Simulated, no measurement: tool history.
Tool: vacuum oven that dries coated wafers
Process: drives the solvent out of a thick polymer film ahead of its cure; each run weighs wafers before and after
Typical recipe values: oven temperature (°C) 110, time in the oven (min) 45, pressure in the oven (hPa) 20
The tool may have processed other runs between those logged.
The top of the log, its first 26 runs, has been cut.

run 27 hour=1610.2 | oven_temperature_(°C)=122 time_in_the_oven_(min)=24 pressure_in_the_oven_(hPa)=40.4 | solvent_left_in_the_film_(%)=4.76
run 28 hour=1650.6 | oven_temperature_(°C)=111 time_in_the_oven_(min)=41 pressure_in_the_oven_(hPa)=20 | solvent_left_in_the_film_(%)=4.79
run 29 hour=1692.9 | oven_temperature_(°C)=111 time_in_the_oven_(min)=41 pressure_in_the_oven_(hPa)=20 | solvent_left_in_the_film_(%)=4.87
run 30 hour=1746.2 | oven_temperature_(°C)=108 time_in_the_oven_(min)=41 pressure_in_the_oven_(hPa)=57.6 | solvent_left_in_the_film_(%)=7.95
run 31 hour=1789.8 | oven_temperature_(°C)=101 time_in_the_oven_(min)=45 pressure_in_the_oven_(hPa)=11.3 | solvent_left_in_the_film_(%)=7.32
run 32 hour=1837.8 | oven_temperature_(°C)=101 time_in_the_oven_(min)=45 pressure_in_the_oven_(hPa)=63.4 | solvent_left_in_the_film_(%)=10.34
run 33 hour=1875.1 | oven_temperature_(°C)=101 time_in_the_oven_(min)=45 pressure_in_the_oven_(hPa)=63.4 | solvent_left_in_the_film_(%)=10.54
run 34 hour=1944.2 | oven_temperature_(°C)=116 time_in_the_oven_(min)=25 pressure_in_the_oven_(hPa)=32.6 | solvent_left_in_the_film_(%)=6.35

Run 35 is up next; what results do you expect?
run 35 hour=2020.8 | oven_temperature_(°C)=116 time_in_the_oven_(min)=75 pressure_in_the_oven_(hPa)=28.3 | solvent_left_in_the_film_(%)=?

Run 35 came out at solvent left in the film (%) 2.17.
Were there no unlogged condition in the tool, this run, its random variation unchanged, would have produced solvent left in the film (%) 1.66.

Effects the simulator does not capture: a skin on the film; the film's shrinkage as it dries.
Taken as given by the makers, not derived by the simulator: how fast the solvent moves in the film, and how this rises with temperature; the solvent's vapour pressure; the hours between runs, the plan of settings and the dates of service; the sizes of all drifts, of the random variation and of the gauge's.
